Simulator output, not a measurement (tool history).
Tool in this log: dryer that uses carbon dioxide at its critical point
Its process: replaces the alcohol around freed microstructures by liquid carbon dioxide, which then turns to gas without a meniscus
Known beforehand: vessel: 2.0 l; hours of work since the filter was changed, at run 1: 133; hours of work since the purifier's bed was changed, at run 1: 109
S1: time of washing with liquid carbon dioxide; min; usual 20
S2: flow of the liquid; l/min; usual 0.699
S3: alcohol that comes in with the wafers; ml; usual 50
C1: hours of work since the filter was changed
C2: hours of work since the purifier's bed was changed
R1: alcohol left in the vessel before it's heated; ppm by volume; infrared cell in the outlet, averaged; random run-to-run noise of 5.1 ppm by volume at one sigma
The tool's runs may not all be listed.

run,day,S1,S2,S3,C1,C2,R1
1,0,20,0.699,50,133,109,110
2,0.529,20,0.699,50,141,117,118
3,1.196,22,0.699,50,151,127,87
4,1.679,22,0.699,50,158,134,92
5,2.35,22,0.699,50,168,145,106
6,2.796,20,0.699,50,175,151,138
7,3.196,20,0.699,50,181,158,137
8,3.804,13,0.699,50,191,167,675
# day 3.896: inlet filter changed
9,4.512,16,0.48,50,9,177,945
10,4.879,16,0.48,50,15,182,984
11,5.217,16,0.445,54,20,188,1323
12,5.512,16,0.445,54,25,192,1345
13,5.921,26,0.484,54,31,198,183
14,6.425,20,0.699,83,38,206,184
15,6.925,20,0.585,50,46,214,239

Here are 3 independent what-if runs from the current tool condition. What would each one return?
A,7.229,19,0.699,50,51,218,?
B,7.229,28,0.462,31,51,218,?
C,7.229,20,0.948,50,51,218,?

run,R1
A,150
B,135
C,82
The same runs, with their run-to-run variation unchanged, on a tool lacking any hidden condition would have given:
run,R1
A,76
B,59
C,14
